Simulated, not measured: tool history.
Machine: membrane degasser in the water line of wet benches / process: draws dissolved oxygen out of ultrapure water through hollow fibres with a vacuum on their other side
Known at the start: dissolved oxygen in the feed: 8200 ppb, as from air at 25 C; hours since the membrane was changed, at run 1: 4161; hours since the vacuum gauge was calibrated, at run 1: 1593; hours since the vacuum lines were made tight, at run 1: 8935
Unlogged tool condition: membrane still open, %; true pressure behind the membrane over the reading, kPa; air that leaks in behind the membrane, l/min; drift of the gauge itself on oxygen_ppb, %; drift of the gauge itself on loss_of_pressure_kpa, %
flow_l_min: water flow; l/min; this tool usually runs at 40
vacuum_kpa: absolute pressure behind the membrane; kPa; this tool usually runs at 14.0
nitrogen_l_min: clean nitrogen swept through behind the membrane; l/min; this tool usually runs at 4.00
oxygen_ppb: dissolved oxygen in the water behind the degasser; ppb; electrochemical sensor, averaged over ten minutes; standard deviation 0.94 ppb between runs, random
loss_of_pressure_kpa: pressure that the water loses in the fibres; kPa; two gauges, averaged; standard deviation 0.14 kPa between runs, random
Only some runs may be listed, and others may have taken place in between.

run	day	flow_l_min	vacuum_kpa	nitrogen_l_min	hours since the membrane was changed	hours since the vacuum gauge was calibrated	hours since the vacuum lines were made tight	oxygen_ppb	loss_of_pressure_kpa
1	0.000	40	14.0	4.00	4161	1593	8935	281.3	32.33
2	7.296	40	14.0	4.00	4337	1768	9110	280.8	32.35
3	19.058	40	14.0	2.39	4619	2050	9393	427.9	32.61
4	29.175	40	14.0	2.39	4862	2293	9635	431.4	32.34
5	36.721	40	14.0	2.39	5043	2474	9817	429.8	32.52
# day 42.079: seals of the vacuum lines changed
6	49.767	40	14.0	2.39	5354	2785	185	426.4	32.59
7	55.604	40	14.0	4.00	5494	2925	325	277.4	32.49
8	68.796	40	14.0	4.00	5811	3242	641	280.2	32.67
9	81.233	40	14.0	4.00	6109	3540	940	278.7	32.75
10	88.696	40	14.0	4.00	6288	3719	1119	281.2	32.55
11	94.458	40	14.0	4.00	6426	3858	1257	282.7	32.85
12	102.462	40	14.0	4.00	6619	4050	1449	281.1	32.79
# day 109.129: vacuum gauge calibrated
13	113.850	40	14.0	4.00	6891	113	1722	273.1	32.84
14	120.471	40	14.0	4.00	7050	272	1881	273.6	32.79
15	130.117	28	14.0	4.00	7282	504	2112	189.4	22.96
16	139.329	28	14.0	4.00	7503	725	2334	188.8	22.99
17	149.971	28	14.0	4.00	7758	980	2589	190.8	23.16
18	159.892	42	14.0	4.00	7996	1218	2827	291.9	34.83
19	168.567	40	14.0	1.64	8205	1427	3035	572.2	32.84
20	180.638	36	14.0	3.82	8494	1716	3325	260.3	29.70
21	192.392	45	10.9	4.55	8776	1998	3607	218.1	37.66
22	205.762	45	10.9	4.55	9097	2319	3928	220.0	37.46
23	218.262	24	14.5	10.58	9397	2619	4228	71.8	20.19
24	227.258	24	14.5	10.58	9613	2835	4444	71.6	20.18
25	233.817	24	14.5	10.58	9771	2993	4601	71.9	20.26
26	247.129	44	20.1	1.75	10090	3312	4921	884.6	37.13
27	257.500	42	20.3	4.00	10339	3561	5170	443.7	35.18
28	263.312	40	14.0	4.00	10478	3700	5309	284.7	33.46
29	271.462	60	14.0	2.29	10674	3896	5505	661.4	50.49
30	281.925	60	14.0	2.29	10925	4147	5756	665.5	50.76
# day 283.996: vacuum gauge calibrated
31	289.600	61	11.4	7.74	11109	135	5940	236.0	51.47
32	299.488	61	11.4	7.74	11346	372	6177	235.9	51.30

Consider 4 possible next runs. They are alternatives, not a sequence: every one starts from the tool as it was left by run 32. What does each give?
A	305.700	43	16.4	7.74	11495	521	6326	?	?
B	305.700	30	11.4	7.74	11495	521	6326	?	?
C	305.700	35	23.8	1.63	11495	521	6326	?	?
D	305.700	41	9.7	3.86	11495	521	6326	?	?

run	oxygen_ppb	loss_of_pressure_kpa
A	214.8	36.47
B	92.9	25.22
C	913.7	29.48
D	194.3	34.82
What these runs would have given with no unlogged condition in the tool:
run	oxygen_ppb	loss_of_pressure_kpa
A	200.2	34.01
B	86.0	23.51
C	897.6	27.49
D	181.4	32.46

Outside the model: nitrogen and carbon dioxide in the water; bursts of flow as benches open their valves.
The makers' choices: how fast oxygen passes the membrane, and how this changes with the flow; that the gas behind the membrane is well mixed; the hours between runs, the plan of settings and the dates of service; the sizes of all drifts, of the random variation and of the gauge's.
